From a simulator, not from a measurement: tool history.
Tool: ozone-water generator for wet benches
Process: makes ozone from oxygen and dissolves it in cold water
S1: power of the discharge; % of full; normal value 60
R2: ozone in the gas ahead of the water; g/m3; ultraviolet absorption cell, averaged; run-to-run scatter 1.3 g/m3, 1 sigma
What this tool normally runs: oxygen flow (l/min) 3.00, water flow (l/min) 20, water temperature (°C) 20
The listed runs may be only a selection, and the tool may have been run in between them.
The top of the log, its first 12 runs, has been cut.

run 13 day=22.683 | S1=60 oxygen_flow_(l/min)=3.00 water_flow_(l/min)=20 water_temperature_(°C)=20 | dissolved_ozone_(ppm)=18.4 R2=217.0
run 14 day=24.667 | S1=60 oxygen_flow_(l/min)=3.00 water_flow_(l/min)=20 water_temperature_(°C)=20 | dissolved_ozone_(ppm)=18.0 R2=216.1
run 15 day=26.975 | S1=60 oxygen_flow_(l/min)=3.00 water_flow_(l/min)=20 water_temperature_(°C)=24 | dissolved_ozone_(ppm)=17.5 R2=215.9
run 16 day=28.571 | S1=60 oxygen_flow_(l/min)=3.00 water_flow_(l/min)=20 water_temperature_(°C)=20 | dissolved_ozone_(ppm)=18.0 R2=215.9
-- day=28.962 water thermometer calibrated
run 17 day=31.008 | S1=60 oxygen_flow_(l/min)=3.00 water_flow_(l/min)=20 water_temperature_(°C)=16 | dissolved_ozone_(ppm)=19.0 R2=216.5
run 18 day=33.000 | S1=82 oxygen_flow_(l/min)=4.49 water_flow_(l/min)=24 water_temperature_(°C)=13 | dissolved_ozone_(ppm)=20.7 R2=206.5
run 19 day=35.288 | S1=82 oxygen_flow_(l/min)=4.49 water_flow_(l/min)=24 water_temperature_(°C)=13 | dissolved_ozone_(ppm)=20.6 R2=207.1
run 20 day=37.717 | S1=60 oxygen_flow_(l/min)=3.85 water_flow_(l/min)=20 water_temperature_(°C)=14 | dissolved_ozone_(ppm)=19.9 R2=189.2
run 21 day=40.096 | S1=45 oxygen_flow_(l/min)=3.00 water_flow_(l/min)=20 water_temperature_(°C)=16 | dissolved_ozone_(ppm)=16.0 R2=183.8
run 22 day=42.079 | S1=76 oxygen_flow_(l/min)=4.58 water_flow_(l/min)=16 water_temperature_(°C)=17 | dissolved_ozone_(ppm)=26.2 R2=194.8
run 23 day=44.088 | S1=94 oxygen_flow_(l/min)=3.00 water_flow_(l/min)=16 water_temperature_(°C)=20 | dissolved_ozone_(ppm)=27.5 R2=268.6
run 24 day=45.329 | S1=94 oxygen_flow_(l/min)=3.00 water_flow_(l/min)=16 water_temperature_(°C)=20 | dissolved_ozone_(ppm)=27.4 R2=269.5
run 25 day=47.517 | S1=94 oxygen_flow_(l/min)=3.00 water_flow_(l/min)=16 water_temperature_(°C)=20 | dissolved_ozone_(ppm)=27.1 R2=265.4
run 26 day=50.054 | S1=59 oxygen_flow_(l/min)=1.55 water_flow_(l/min)=20 water_temperature_(°C)=20 | dissolved_ozone_(ppm)=14.8 R2=292.5
run 27 day=51.758 | S1=59 oxygen_flow_(l/min)=1.55 water_flow_(l/min)=20 water_temperature_(°C)=20 | dissolved_ozone_(ppm)=15.0 R2=291.7
run 28 day=53.708 | S1=87 oxygen_flow_(l/min)=3.00 water_flow_(l/min)=20 water_temperature_(°C)=20 | dissolved_ozone_(ppm)=21.3 R2=253.0
run 29 day=54.988 | S1=87 oxygen_flow_(l/min)=3.00 water_flow_(l/min)=20 water_temperature_(°C)=20 | dissolved_ozone_(ppm)=21.5 R2=256.6
run 30 day=56.396 | S1=60 oxygen_flow_(l/min)=2.58 water_flow_(l/min)=22 water_temperature_(°C)=17 | dissolved_ozone_(ppm)=16.0 R2=226.3
run 31 day=57.458 | S1=60 oxygen_flow_(l/min)=2.58 water_flow_(l/min)=22 water_temperature_(°C)=17 | dissolved_ozone_(ppm)=16.1 R2=227.8
run 32 day=59.117 | S1=60 oxygen_flow_(l/min)=2.58 water_flow_(l/min)=22 water_temperature_(°C)=17 | dissolved_ozone_(ppm)=16.2 R2=225.7

5 options for the next run, each taken on its own from the tool as it stands now. Forecast them:
run A day=60.625 | S1=60 oxygen_flow_(l/min)=3.84 water_flow_(l/min)=22 water_temperature_(°C)=15 | dissolved_ozone_(ppm)=? R2=?
run B day=60.625 | S1=41 oxygen_flow_(l/min)=1.96 water_flow_(l/min)=20 water_temperature_(°C)=20 | dissolved_ozone_(ppm)=? R2=?
run C day=60.625 | S1=60 oxygen_flow_(l/min)=4.89 water_flow_(l/min)=20 water_temperature_(°C)=18 | dissolved_ozone_(ppm)=? R2=?
run D day=60.625 | S1=60 oxygen_flow_(l/min)=1.98 water_flow_(l/min)=29 water_temperature_(°C)=16 | dissolved_ozone_(ppm)=? R2=?
run E day=60.625 | S1=86 oxygen_flow_(l/min)=3.00 water_flow_(l/min)=20 water_temperature_(°C)=21 | dissolved_ozone_(ppm)=? R2=?

run=A dissolved_ozone_(ppm)=17.9 R2=185.6
run=B dissolved_ozone_(ppm)=13.1 R2=214.9
run=C dissolved_ozone_(ppm)=18.6 R2=163.0
run=D dissolved_ozone_(ppm)=11.1 R2=260.2
run=E dissolved_ozone_(ppm)=20.9 R2=252.7
Stripped of hidden state, with their random variation kept, the same runs would have yielded:
run=A dissolved_ozone_(ppm)=20.9 R2=212.9
run=B dissolved_ozone_(ppm)=14.9 R2=238.8
run=C dissolved_ozone_(ppm)=21.7 R2=187.0
run=D dissolved_ozone_(ppm)=13.0 R2=298.4
run=E dissolved_ozone_(ppm)=25.0 R2=298.4

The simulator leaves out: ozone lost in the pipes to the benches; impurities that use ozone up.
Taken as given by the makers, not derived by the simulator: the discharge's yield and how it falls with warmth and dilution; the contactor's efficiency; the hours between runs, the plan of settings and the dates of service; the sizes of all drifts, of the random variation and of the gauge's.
